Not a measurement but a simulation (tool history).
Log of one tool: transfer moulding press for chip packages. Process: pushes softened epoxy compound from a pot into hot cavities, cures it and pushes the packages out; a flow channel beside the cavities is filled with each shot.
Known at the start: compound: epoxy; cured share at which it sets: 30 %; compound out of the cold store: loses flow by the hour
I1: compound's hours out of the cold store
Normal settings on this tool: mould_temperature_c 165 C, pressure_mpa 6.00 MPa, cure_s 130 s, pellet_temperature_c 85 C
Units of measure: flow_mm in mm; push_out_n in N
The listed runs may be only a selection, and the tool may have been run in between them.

run 1 hour=0.0 | mould_temperature_c=165 pressure_mpa=6.00 cure_s=130 pellet_temperature_c=85 | I1=40.7 | flow_mm=859 push_out_n=192
run 2 hour=23.9 | mould_temperature_c=165 pressure_mpa=6.00 cure_s=130 pellet_temperature_c=85 | I1=44.0 | flow_mm=839 push_out_n=192
-- hour=35.1 cavities cleaned with cleaning compound and waxed
run 3 hour=36.9 | mould_temperature_c=165 pressure_mpa=6.00 cure_s=130 pellet_temperature_c=85 | I1=33.0 | flow_mm=907 push_out_n=194
run 4 hour=60.8 | mould_temperature_c=165 pressure_mpa=6.00 cure_s=130 pellet_temperature_c=85 | I1=28.2 | flow_mm=929 push_out_n=195
run 5 hour=77.0 | mould_temperature_c=165 pressure_mpa=6.00 cure_s=130 pellet_temperature_c=85 | I1=36.9 | flow_mm=866 push_out_n=193
run 6 hour=96.7 | mould_temperature_c=165 pressure_mpa=6.00 cure_s=130 pellet_temperature_c=85 | I1=29.6 | flow_mm=929 push_out_n=187
run 7 hour=107.8 | mould_temperature_c=165 pressure_mpa=6.00 cure_s=130 pellet_temperature_c=85 | I1=37.4 | flow_mm=886 push_out_n=178
run 8 hour=123.3 | mould_temperature_c=165 pressure_mpa=6.00 cure_s=130 pellet_temperature_c=85 | I1=16.3 | flow_mm=1003 push_out_n=192
run 9 hour=139.5 | mould_temperature_c=165 pressure_mpa=6.00 cure_s=130 pellet_temperature_c=85 | I1=10.3 | flow_mm=1052 push_out_n=184
-- hour=148.5 cavities cleaned with cleaning compound and waxed
run 10 hour=160.4 | mould_temperature_c=165 pressure_mpa=4.56 cure_s=125 pellet_temperature_c=82 | I1=21.9 | flow_mm=846 push_out_n=202
run 11 hour=173.2 | mould_temperature_c=165 pressure_mpa=6.00 cure_s=120 pellet_temperature_c=85 | I1=13.8 | flow_mm=1020 push_out_n=203
run 12 hour=183.4 | mould_temperature_c=169 pressure_mpa=6.22 cure_s=114 pellet_temperature_c=89 | I1=12.3 | flow_mm=1024 push_out_n=188

Run 13 has not been measured yet. What should we expect?
run 13 hour=206.9 | mould_temperature_c=159 pressure_mpa=6.22 cure_s=114 pellet_temperature_c=89 | I1=30.7 | flow_mm=? push_out_n=?

Run 13 yielded flow_mm 970 mm, push_out_n 274 N.
On a tool with no hidden condition, and with the same random variation, this run would have come out at flow_mm 970 mm, push_out_n 273 N.

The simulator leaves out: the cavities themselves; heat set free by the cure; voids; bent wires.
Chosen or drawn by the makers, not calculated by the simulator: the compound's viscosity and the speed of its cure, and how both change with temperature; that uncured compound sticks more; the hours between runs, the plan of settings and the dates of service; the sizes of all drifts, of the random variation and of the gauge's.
